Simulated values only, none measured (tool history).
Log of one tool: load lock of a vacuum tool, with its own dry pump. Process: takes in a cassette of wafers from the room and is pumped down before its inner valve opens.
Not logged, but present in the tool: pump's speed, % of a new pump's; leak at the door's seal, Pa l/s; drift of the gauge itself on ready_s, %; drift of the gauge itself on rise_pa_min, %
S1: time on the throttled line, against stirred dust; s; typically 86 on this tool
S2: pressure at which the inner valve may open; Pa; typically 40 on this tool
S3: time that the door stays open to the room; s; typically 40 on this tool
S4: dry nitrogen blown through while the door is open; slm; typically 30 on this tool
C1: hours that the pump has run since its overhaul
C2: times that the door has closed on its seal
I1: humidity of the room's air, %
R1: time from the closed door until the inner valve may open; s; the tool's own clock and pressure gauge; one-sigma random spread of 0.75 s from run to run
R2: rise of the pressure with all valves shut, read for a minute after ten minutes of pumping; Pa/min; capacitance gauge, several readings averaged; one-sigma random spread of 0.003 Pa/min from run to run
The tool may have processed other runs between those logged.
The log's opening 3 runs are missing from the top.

Run 4, hour 231.3: usual settings; C1 5666; C2 983; I1 48.1. Result: R1 122.8 s, R2 0.044 Pa/min.
Run 5, hour 286.3: usual settings; C1 5721; C2 1070; I1 44.5. Result: R1 122.1 s, R2 0.040 Pa/min.
Run 6, hour 393.8: usual settings; C1 5829; C2 1242; I1 43.2. Result: R1 123.4 s, R2 0.033 Pa/min.
Run 7, hour 448.3: usual settings; C1 5883; C2 1328; I1 40.1. Result: R1 123.3 s, R2 0.035 Pa/min.
Run 8, hour 549.8: usual settings; C1 5985; C2 1490; I1 45.9. Result: R1 123.2 s, R2 0.039 Pa/min.
Run 9, hour 633.3: usual settings; C1 6068; C2 1623; I1 42.9. Result: R1 122.1 s, R2 0.037 Pa/min.
Run 10, hour 718.1: usual settings but S1 153 s; C1 6153; C2 1757; I1 44.1. Result: R1 183.9 s, R2 0.037 Pa/min.
Run 11, hour 795.9: usual settings but S1 153 s; C1 6231; C2 1881; I1 46.7. Result: R1 184.1 s, R2 0.038 Pa/min.
Run 12, hour 884.1: usual settings but S1 157 s; C1 6319; C2 2022; I1 46.9. Result: R1 186.6 s, R2 0.039 Pa/min.
Run 13, hour 962.6: usual settings but S1 157 s; C1 6398; C2 2146; I1 42.4. Result: R1 187.5 s, R2 0.038 Pa/min.
Run 14, hour 1072.5: usual settings but S1 66 s; C1 6508; C2 2321; I1 45.1. Result: R1 104.9 s, R2 0.032 Pa/min.
Run 15, hour 1149.4: usual settings but S1 66 s; C1 6585; C2 2444; I1 45.2. Result: R1 104.4 s, R2 0.036 Pa/min.
Run 16, hour 1261.6: usual settings but S1 52 s, S2 51 Pa, S3 42 s, S4 18 slm; C1 6697; C2 2622; I1 43.9. Result: R1 90.2 s, R2 0.045 Pa/min.
Run 17, hour 1349.9: usual settings but S1 160 s, S2 32 Pa, S3 26 s, S4 26 slm; C1 6785; C2 2763; I1 42.9. Result: R1 192.4 s, R2 0.032 Pa/min.
Run 18, hour 1463.0: usual settings but S2 71 Pa, S3 117 s, S4 7 slm; C1 6898; C2 2942; I1 45.3. Result: R1 119.5 s, R2 0.107 Pa/min.
Run 19, hour 1551.0: usual settings but S1 56 s; C1 6986; C2 3082; I1 45.8. Result: R1 95.2 s, R2 0.041 Pa/min.

Predict the results of run 20:
Run 20, hour 1613.4: usual settings but S1 56 s, S2 56 Pa, S4 38 slm; C1 7049; C2 3182; I1 45.9. Result: R1 ?, R2 ?.

Run 20 came out at R1 93.8 s, R2 0.032 Pa/min.
On a tool with no hidden condition, and with the same random variation, this run would have come out at R1 93.8 s, R2 0.032 Pa/min.
